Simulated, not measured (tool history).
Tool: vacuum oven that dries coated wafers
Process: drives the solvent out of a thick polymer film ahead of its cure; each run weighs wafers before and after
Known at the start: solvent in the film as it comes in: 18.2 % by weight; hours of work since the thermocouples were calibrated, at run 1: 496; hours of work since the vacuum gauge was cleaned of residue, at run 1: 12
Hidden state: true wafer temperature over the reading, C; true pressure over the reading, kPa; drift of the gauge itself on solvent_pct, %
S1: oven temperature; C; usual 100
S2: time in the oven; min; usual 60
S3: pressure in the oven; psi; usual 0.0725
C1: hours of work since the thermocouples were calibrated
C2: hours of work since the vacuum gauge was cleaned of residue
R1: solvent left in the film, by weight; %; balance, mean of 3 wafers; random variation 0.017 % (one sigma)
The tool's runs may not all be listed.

run,hour,S1,S2,S3,C1,C2,R1
1,0.0,100,60,0.0725,496,12,2.13
2,14.3,100,60,0.0725,502,19,2.12
3,23.3,100,60,0.0725,506,23,2.12
4,38.0,100,60,0.0725,513,29,2.12
5,49.2,100,60,0.1497,518,34,2.37
6,56.7,100,60,0.1497,522,38,2.41
7,73.5,100,60,0.1497,529,46,2.39
8,88.0,100,60,0.1497,536,52,2.38
9,97.1,100,60,0.0725,540,56,2.13
10,109.9,100,60,0.0725,546,62,2.14
11,124.9,100,31,0.1671,553,69,5.58
12,140.8,100,70,0.2252,560,76,2.14
13,154.3,100,38,0.2567,566,82,4.71
14,169.7,110,71,0.0896,573,89,0.38
15,183.1,90,31,0.0805,579,96,8.94
16,194.0,115,41,0.0725,584,101,0.51
17,205.7,101,60,0.0373,590,106,1.74
18,213.8,102,35,0.0725,593,110,3.91
19,229.3,102,35,0.0725,600,117,3.85
20,238.7,100,45,0.0725,605,121,3.33

5 ways to go on from here, each from the tool as it stands after run 20. What would each give?
A,248.3,100,45,0.0702,609,125,?
B,248.3,100,45,0.0418,609,125,?
C,248.3,91,45,0.0577,609,125,?
D,248.3,100,35,0.0493,609,125,?
E,248.3,107,98,0.1913,609,125,?

run,R1
A,3.33
B,3.22
C,6.60
D,4.50
E,0.68
Without the tool's hidden state the same runs would have given:
run,R1
A,3.66
B,3.54
C,6.97
D,4.86
E,0.71
